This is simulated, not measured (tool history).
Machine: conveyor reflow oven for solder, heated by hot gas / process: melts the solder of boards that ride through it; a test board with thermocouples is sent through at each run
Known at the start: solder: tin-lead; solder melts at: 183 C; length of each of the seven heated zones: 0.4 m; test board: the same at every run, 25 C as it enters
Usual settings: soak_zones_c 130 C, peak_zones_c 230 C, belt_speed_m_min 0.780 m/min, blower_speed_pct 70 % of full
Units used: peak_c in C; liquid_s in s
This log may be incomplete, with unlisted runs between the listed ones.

run 1 day=0.000 | soak_zones_c=130 peak_zones_c=230 belt_speed_m_min=0.780 blower_speed_pct=70 | peak_c=208.3 liquid_s=36.9
run 2 day=4.117 | soak_zones_c=130 peak_zones_c=230 belt_speed_m_min=0.780 blower_speed_pct=70 | peak_c=208.2 liquid_s=36.9
run 3 day=8.038 | soak_zones_c=130 peak_zones_c=229 belt_speed_m_min=0.780 blower_speed_pct=70 | peak_c=207.1 liquid_s=35.8
run 4 day=11.325 | soak_zones_c=130 peak_zones_c=229 belt_speed_m_min=0.780 blower_speed_pct=70 | peak_c=207.1 liquid_s=36.1
run 5 day=13.362 | soak_zones_c=134 peak_zones_c=230 belt_speed_m_min=0.780 blower_speed_pct=70 | peak_c=208.8 liquid_s=38.3
run 6 day=15.325 | soak_zones_c=134 peak_zones_c=230 belt_speed_m_min=0.780 blower_speed_pct=70 | peak_c=208.4 liquid_s=38.4
run 7 day=17.904 | soak_zones_c=130 peak_zones_c=230 belt_speed_m_min=0.780 blower_speed_pct=70 | peak_c=207.5 liquid_s=36.1
run 8 day=21.542 | soak_zones_c=130 peak_zones_c=230 belt_speed_m_min=0.780 blower_speed_pct=70 | peak_c=207.2 liquid_s=35.7
-- day=22.462 flux residue cleaned out of gas plates and filters
run 9 day=23.667 | soak_zones_c=130 peak_zones_c=230 belt_speed_m_min=0.780 blower_speed_pct=70 | peak_c=209.6 liquid_s=38.1
run 10 day=25.404 | soak_zones_c=130 peak_zones_c=230 belt_speed_m_min=0.694 blower_speed_pct=70 | peak_c=213.7 liquid_s=47.7
run 11 day=27.967 | soak_zones_c=130 peak_zones_c=230 belt_speed_m_min=0.780 blower_speed_pct=70 | peak_c=209.4 liquid_s=38.3
run 12 day=32.021 | soak_zones_c=130 peak_zones_c=230 belt_speed_m_min=0.780 blower_speed_pct=61 | peak_c=206.5 liquid_s=35.1
run 13 day=35.088 | soak_zones_c=130 peak_zones_c=230 belt_speed_m_min=0.780 blower_speed_pct=70 | peak_c=209.0 liquid_s=38.1
run 14 day=37.462 | soak_zones_c=130 peak_zones_c=230 belt_speed_m_min=0.780 blower_speed_pct=70 | peak_c=208.9 liquid_s=37.7
run 15 day=40.479 | soak_zones_c=130 peak_zones_c=230 belt_speed_m_min=0.780 blower_speed_pct=54 | peak_c=203.7 liquid_s=32.1
run 16 day=42.996 | soak_zones_c=130 peak_zones_c=230 belt_speed_m_min=0.780 blower_speed_pct=54 | peak_c=203.5 liquid_s=32.0
run 17 day=45.779 | soak_zones_c=124 peak_zones_c=230 belt_speed_m_min=0.780 blower_speed_pct=82 | peak_c=210.6 liquid_s=38.0
run 18 day=49.258 | soak_zones_c=124 peak_zones_c=230 belt_speed_m_min=0.780 blower_speed_pct=82 | peak_c=210.4 liquid_s=38.0
run 19 day=53.454 | soak_zones_c=124 peak_zones_c=234 belt_speed_m_min=0.780 blower_speed_pct=71 | peak_c=210.6 liquid_s=37.7
run 20 day=56.938 | soak_zones_c=126 peak_zones_c=243 belt_speed_m_min=0.869 blower_speed_pct=70 | peak_c=213.3 liquid_s=36.0
run 21 day=61.133 | soak_zones_c=126 peak_zones_c=243 belt_speed_m_min=0.869 blower_speed_pct=70 | peak_c=212.7 liquid_s=35.5
run 22 day=64.967 | soak_zones_c=126 peak_zones_c=221 belt_speed_m_min=0.703 blower_speed_pct=50 | peak_c=197.4 liquid_s=28.0
-- day=65.479 flux residue cleaned out of gas plates and filters
run 23 day=67.404 | soak_zones_c=135 peak_zones_c=243 belt_speed_m_min=0.721 blower_speed_pct=60 | peak_c=222.6 liquid_s=53.2
-- day=68.075 thermocouples of zones 6 and 7 changed
run 24 day=71.512 | soak_zones_c=135 peak_zones_c=243 belt_speed_m_min=0.721 blower_speed_pct=60 | peak_c=220.8 liquid_s=52.2
run 25 day=73.550 | soak_zones_c=137 peak_zones_c=223 belt_speed_m_min=0.780 blower_speed_pct=70 | peak_c=204.8 liquid_s=36.5

Run 26 has not been measured yet. What should we expect?
run 26 day=75.346 | soak_zones_c=137 peak_zones_c=223 belt_speed_m_min=0.746 blower_speed_pct=70 | peak_c=? liquid_s=?

{"run 26": {"peak_c": 206.1, "liquid_s": 40.2}}
The same run, on a tool lacking any hidden state, would have yielded peak_c 206.3 C, liquid_s 39.1 s.
